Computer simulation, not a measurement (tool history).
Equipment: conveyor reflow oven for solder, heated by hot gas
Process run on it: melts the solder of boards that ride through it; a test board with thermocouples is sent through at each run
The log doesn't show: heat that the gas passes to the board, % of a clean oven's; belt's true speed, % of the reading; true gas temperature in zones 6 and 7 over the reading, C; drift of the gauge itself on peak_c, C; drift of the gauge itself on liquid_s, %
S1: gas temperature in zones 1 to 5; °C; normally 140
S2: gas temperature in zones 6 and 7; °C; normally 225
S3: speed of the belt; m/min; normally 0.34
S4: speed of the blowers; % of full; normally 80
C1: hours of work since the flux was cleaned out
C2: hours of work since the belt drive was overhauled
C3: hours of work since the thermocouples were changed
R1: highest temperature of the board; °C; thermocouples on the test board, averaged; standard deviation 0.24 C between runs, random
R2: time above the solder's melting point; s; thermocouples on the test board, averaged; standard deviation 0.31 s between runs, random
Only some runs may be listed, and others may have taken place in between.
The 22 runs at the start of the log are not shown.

run 23 hour=1645.7 | S1=129 S2=213 S3=0.34 S4=80 | C1=283 C2=86 C3=899 | R1=198.3 R2=49.7
run 24 hour=1740.3 | S1=154 S2=236 S3=0.318 S4=59 | C1=322 C2=125 C3=938 | R1=221.9 R2=100.9
run 25 hour=1809.5 | S1=154 S2=236 S3=0.318 S4=59 | C1=350 C2=153 C3=966 | R1=221.4 R2=98.6
run 26 hour=1852.4 | S1=140 S2=225 S3=0.294 S4=87 | C1=368 C2=171 C3=984 | R1=214.8 R2=93.6
run 27 hour=1926.2 | S1=131 S2=225 S3=0.273 S4=51 | C1=398 C2=201 C3=1014 | R1=210.7 R2=88.1
run 28 hour=1988.3 | S1=129 S2=232 S3=0.273 S4=67 | C1=424 C2=226 C3=1040 | R1=219.5 R2=98.8
-- hour=2020.9 flux residue cleaned out of gas plates and filters
run 29 hour=2077.4 | S1=138 S2=235 S3=0.286 S4=55 | C1=23 C2=261 C3=1074 | R1=221.6 R2=100.9
run 30 hour=2119.8 | S1=132 S2=224 S3=0.402 S4=72 | C1=41 C2=278 C3=1091 | R1=203.2 R2=47.9
run 31 hour=2206.3 | S1=132 S2=224 S3=0.281 S4=52 | C1=76 C2=314 C3=1127 | R1=210.6 R2=85.9

Predict each of these 4 candidate next runs independently; none follows another, all start after run 31:
run A hour=2279 | S1=140 S2=225 S3=0.275 S4=80 | C1=106 C2=344 C3=1157 | R1=? R2=?
run B hour=2279 | S1=132 S2=224 S3=0.309 S4=69 | C1=106 C2=344 C3=1157 | R1=? R2=?
run C hour=2279 | S1=132 S2=224 S3=0.322 S4=53 | C1=106 C2=344 C3=1157 | R1=? R2=?
run D hour=2279 | S1=146 S2=224 S3=0.391 S4=52 | C1=106 C2=344 C3=1157 | R1=? R2=?

run=A R1=216.4 R2=102.7
run=B R1=209.8 R2=78.1
run=C R1=206.9 R2=67.4
run=D R1=203.3 R2=53.8
The same runs, with their run-to-run variation unchanged, on a tool lacking any hidden condition would have given:
run=A R1=218.1 R2=104.1
run=B R1=211.5 R2=80.1
run=C R1=208.5 R2=69.7
run=D R1=204.8 R2=56
